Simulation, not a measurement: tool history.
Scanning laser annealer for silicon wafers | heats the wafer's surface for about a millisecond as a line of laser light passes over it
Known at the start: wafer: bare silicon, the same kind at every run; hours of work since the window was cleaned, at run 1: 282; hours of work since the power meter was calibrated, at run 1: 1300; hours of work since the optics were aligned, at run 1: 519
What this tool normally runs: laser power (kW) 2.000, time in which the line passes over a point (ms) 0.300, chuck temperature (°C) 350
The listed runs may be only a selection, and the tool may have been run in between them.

run,hour,laser power (kW),time in which the line passes over a point (ms),chuck temperature (°C),hours of work since the window was cleaned,hours of work since the power meter was calibrated,hours of work since the optics were aligned,highest temperature of the surface (°C)
1,0.0,2.000,0.300,350,282,1300,519,1044
2,42.7,2.000,0.300,350,301,1319,539,1039
3,77.0,2.000,0.300,350,317,1335,554,1039
4,132.9,2.000,0.300,350,343,1361,580,1034
5,164.8,2.000,0.300,350,358,1376,595,1034
6,229.7,2.000,0.300,350,388,1406,625,1030
7,264.8,1.977,0.300,350,404,1422,641,1021
8,305.2,1.977,0.222,350,423,1441,660,935
9,343.8,2.000,0.300,322,441,1459,678,996
# hour 364.7: window over the wafer cleaned
10,403.1,2.000,0.300,340,18,1485,704,1004
11,468.6,2.000,0.300,340,48,1516,735,1002
12,529.2,2.000,0.300,350,76,1544,763,1008
13,600.7,2.000,0.230,350,109,1577,796,930
14,659.3,2.000,0.230,350,136,1604,823,928
15,698.4,2.000,0.300,366,154,1622,841,1015
# hour 755.8: window over the wafer cleaned, once more
16,762.8,2.177,0.300,350,3,1651,870,1138
17,816.7,2.177,0.300,350,28,1676,895,1134
18,877.3,2.177,0.300,350,56,1704,923,1130
19,949.2,1.723,0.300,350,89,1737,956,954
20,1018.4,1.723,0.300,350,122,1769,988,950
21,1060.7,2.056,0.212,350,141,1789,1008,971
22,1120.9,1.810,0.300,350,169,1816,1036,977
23,1173.3,1.810,0.300,350,193,1841,1060,975
24,1239.3,1.976,0.327,350,224,1871,1090,1061
25,1289.1,2.161,0.352,350,247,1894,1113,1159
26,1347.7,2.000,0.218,363,274,1921,1140,965
27,1383.9,2.000,0.362,363,291,1938,1157,1113
28,1413.3,2.000,0.301,384,304,1952,1171,1073
29,1444.2,1.789,0.300,387,319,1966,1185,996
30,1490.0,1.789,0.300,387,340,1987,1206,993
31,1529.3,1.973,0.218,324,358,2005,1224,908
32,1593.4,1.813,0.300,330,388,2035,1254,942
33,1641.5,1.914,0.255,328,410,2057,1276,929
34,1709.2,1.914,0.255,328,441,2089,1308,927
# hour 1732.7: window over the wafer cleaned
35,1752.5,1.786,0.343,360,9,2108,1327,1027
36,1807.2,2.185,0.261,325,34,2133,1352,1060
37,1856.5,2.137,0.279,325,57,2156,1375,1062
38,1885.5,2.096,0.300,371,71,2169,1388,1115
39,1922.9,2.000,0.300,356,88,2187,1406,1064
40,1966.2,1.896,0.300,368,108,2207,1426,1029

Branching from run 40: 3 alternative next runs. What would each branch give?
A,2013.8,1.746,0.229,368,130,2229,1448,?
B,2013.8,2.000,0.363,365,130,2229,1448,?
C,2013.8,1.896,0.300,311,130,2229,1448,?

run,highest temperature of the surface (°C)
A,906
B,1127
C,971
Take away the tool's hidden state, keep each run's random variation, and the runs would have read:
run,highest temperature of the surface (°C)
A,927
B,1157
C,997
